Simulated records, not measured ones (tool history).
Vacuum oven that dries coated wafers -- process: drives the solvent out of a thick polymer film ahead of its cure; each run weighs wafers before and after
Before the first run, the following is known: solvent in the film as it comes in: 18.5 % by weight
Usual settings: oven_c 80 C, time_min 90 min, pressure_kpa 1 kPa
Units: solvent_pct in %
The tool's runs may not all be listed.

run 1 hour=0 | oven_c=80 time_min=90 pressure_kpa=1 | solvent_pct=2.1
run 2 hour=22.7 | oven_c=80 time_min=61 pressure_kpa=1 | solvent_pct=3.88
run 3 hour=75.3 | oven_c=80 time_min=90 pressure_kpa=1 | solvent_pct=2.1
run 4 hour=103.6 | oven_c=80 time_min=90 pressure_kpa=1 | solvent_pct=2.16
-- hour=118.7 oven's thermocouples calibrated
run 5 hour=132.2 | oven_c=80 time_min=90 pressure_kpa=1 | solvent_pct=2.14
run 6 hour=182.4 | oven_c=80 time_min=90 pressure_kpa=1 | solvent_pct=1.95
run 7 hour=219.5 | oven_c=80 time_min=90 pressure_kpa=1 | solvent_pct=1.99
run 8 hour=274.6 | oven_c=80 time_min=90 pressure_kpa=1 | solvent_pct=1.97
run 9 hour=300.4 | oven_c=80 time_min=54 pressure_kpa=1 | solvent_pct=4.4
run 10 hour=336.2 | oven_c=80 time_min=54 pressure_kpa=1 | solvent_pct=4.5
run 11 hour=378.7 | oven_c=80 time_min=125 pressure_kpa=1 | solvent_pct=1.12
run 12 hour=411.7 | oven_c=80 time_min=125 pressure_kpa=1 | solvent_pct=1.14
run 13 hour=439.9 | oven_c=80 time_min=90 pressure_kpa=1 | solvent_pct=2.12
run 14 hour=483.9 | oven_c=80 time_min=90 pressure_kpa=1 | solvent_pct=2.14
run 15 hour=509.5 | oven_c=80 time_min=90 pressure_kpa=1 | solvent_pct=2.07
run 16 hour=536.4 | oven_c=80 time_min=90 pressure_kpa=1 | solvent_pct=2.05
run 17 hour=577.1 | oven_c=80 time_min=90 pressure_kpa=1 | solvent_pct=2.08
run 18 hour=619.4 | oven_c=80 time_min=90 pressure_kpa=3.3 | solvent_pct=2.78
run 19 hour=651.3 | oven_c=80 time_min=90 pressure_kpa=3.3 | solvent_pct=2.78
run 20 hour=695.8 | oven_c=80 time_min=90 pressure_kpa=1.27 | solvent_pct=2.17
run 21 hour=740.9 | oven_c=80 time_min=90 pressure_kpa=1.27 | solvent_pct=2.18
run 22 hour=794.6 | oven_c=80 time_min=90 pressure_kpa=1.27 | solvent_pct=2.24
run 23 hour=832.4 | oven_c=80 time_min=90 pressure_kpa=1.27 | solvent_pct=2.31
run 24 hour=878.1 | oven_c=75 time_min=102 pressure_kpa=1.27 | solvent_pct=3.15
run 25 hour=930.8 | oven_c=87 time_min=113 pressure_kpa=3.06 | solvent_pct=0.92
run 26 hour=972.4 | oven_c=80 time_min=91 pressure_kpa=1 | solvent_pct=2.11
run 27 hour=1000.7 | oven_c=84 time_min=91 pressure_kpa=3.12 | solvent_pct=1.62

Alternative continuations, all from the tool just after run 27; predict every row:
run A hour=1045.1 | oven_c=80 time_min=90 pressure_kpa=0.58 | solvent_pct=?
run B hour=1045.1 | oven_c=84 time_min=60 pressure_kpa=3.65 | solvent_pct=?
run C hour=1045.1 | oven_c=80 time_min=132 pressure_kpa=1.16 | solvent_pct=?
run D hour=1045.1 | oven_c=84 time_min=74 pressure_kpa=2.09 | solvent_pct=?
run E hour=1045.1 | oven_c=79 time_min=86 pressure_kpa=3.12 | solvent_pct=?

run=A solvent_pct=2.05
run=B solvent_pct=3.28
run=C solvent_pct=1.04
run=D solvent_pct=2.09
run=E solvent_pct=3.14
The same runs, with their run-to-run variation unchanged, on a tool lacking any hidden condition would have given:
run=A solvent_pct=2.02
run=B solvent_pct=3.25
run=C solvent_pct=1.02
run=D solvent_pct=2.06
run=E solvent_pct=3.11

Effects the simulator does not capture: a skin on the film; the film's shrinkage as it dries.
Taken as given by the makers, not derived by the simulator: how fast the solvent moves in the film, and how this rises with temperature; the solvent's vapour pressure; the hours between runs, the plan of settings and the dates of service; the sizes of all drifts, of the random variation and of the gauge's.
